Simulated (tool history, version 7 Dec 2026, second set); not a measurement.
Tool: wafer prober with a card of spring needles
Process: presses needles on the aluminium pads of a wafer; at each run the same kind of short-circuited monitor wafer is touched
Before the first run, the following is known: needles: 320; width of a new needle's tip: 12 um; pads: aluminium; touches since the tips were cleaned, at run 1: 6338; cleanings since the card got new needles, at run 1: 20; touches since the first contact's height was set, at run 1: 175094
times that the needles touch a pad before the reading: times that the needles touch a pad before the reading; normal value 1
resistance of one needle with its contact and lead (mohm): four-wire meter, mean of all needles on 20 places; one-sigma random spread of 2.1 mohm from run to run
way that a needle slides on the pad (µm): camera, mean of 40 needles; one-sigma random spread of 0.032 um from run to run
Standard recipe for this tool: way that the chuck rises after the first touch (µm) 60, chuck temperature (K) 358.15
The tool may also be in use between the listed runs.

run,hour,way that the chuck rises after the first touch (µm),chuck temperature (K),times that the needles touch a pad before the reading,touches since the tips were cleaned,cleanings since the card got new needles,touches since the first contact's height was set,resistance of one needle with its contact and lead (mohm),way that a needle slides on the pad (µm)
1,0,60,358.15,1,6338,20,175094,314,14.01
# hour 3.6: tips cleaned on abrasive film
# hour 21.5: tips cleaned on abrasive film
2,21.6,60,358.15,1,45,22,184327,248,13.6
# hour 40.2: tips cleaned on abrasive film
3,43.8,60,358.15,1,1544,23,193866,276,13.55
# hour 59: tips cleaned on abrasive film
4,59,60,358.15,1,0,24,200383,234,13.55
# hour 77.2: tips cleaned on abrasive film
5,81.8,60,358.15,1,1966,25,210165,271,13.55
# hour 96.4: tips cleaned on abrasive film
6,96.4,60,358.15,3,0,26,216409,229,13.54
# hour 113.9: tips cleaned on abrasive film
# hour 129.8: height of the first contact set anew
7,130.3,60,358.15,1,6935,27,238,310,14.44
# hour 132.3: tips cleaned on abrasive film
# hour 149.2: tips cleaned on abrasive film
8,150.7,50,358.15,1,634,29,8929,264,11.98
# hour 167.6: tips cleaned on abrasive film
9,167.6,50,358.15,1,0,30,16185,237,11.96
# hour 184.9: tips cleaned on abrasive film
10,194.3,60,358.15,1,4059,31,27684,297,14.41
# hour 199.9: tips cleaned on abrasive film, once more
11,216.2,60,358.15,1,7052,32,37086,324,14.34
# hour 218.3: tips cleaned on abrasive film
# hour 237.1: tips cleaned on abrasive film
12,247.3,60,358.15,1,4397,34,50417,297,14.25
# hour 255.7: tips cleaned on abrasive film
# hour 274.3: tips cleaned on abrasive film
13,278.2,50,358.15,1,1676,36,63665,283,11.83
# hour 292.6: tips cleaned on abrasive film
14,292.6,50,371.15,1,0,37,69819,251,11.82
# hour 309.8: tips cleaned on abrasive film
15,312.4,50,371.15,1,1097,38,78318,274,11.75
# hour 326.7: tips cleaned on abrasive film
16,336,49,382.15,1,4017,39,88469,328,11.51
# hour 345.3: tips cleaned on abrasive film
# hour 362.9: tips cleaned on abrasive film
17,362.9,60,388.15,1,0,41,99966,244,14.16

Run 18 comes next. What will it give?
# hour 381.3: tips cleaned on abrasive film
18,392.7,60,388.15,1,4884,42,112778,?,?

{"run 18": {"resistance of one needle with its contact and lead (mohm)": 308, "way that a needle slides on the pad (µm)": 14.13}}
On a tool with no hidden condition, and with the same random variation, this run would have come out at resistance of one needle with its contact and lead (mohm) 233, way that a needle slides on the pad (µm) 14.48.
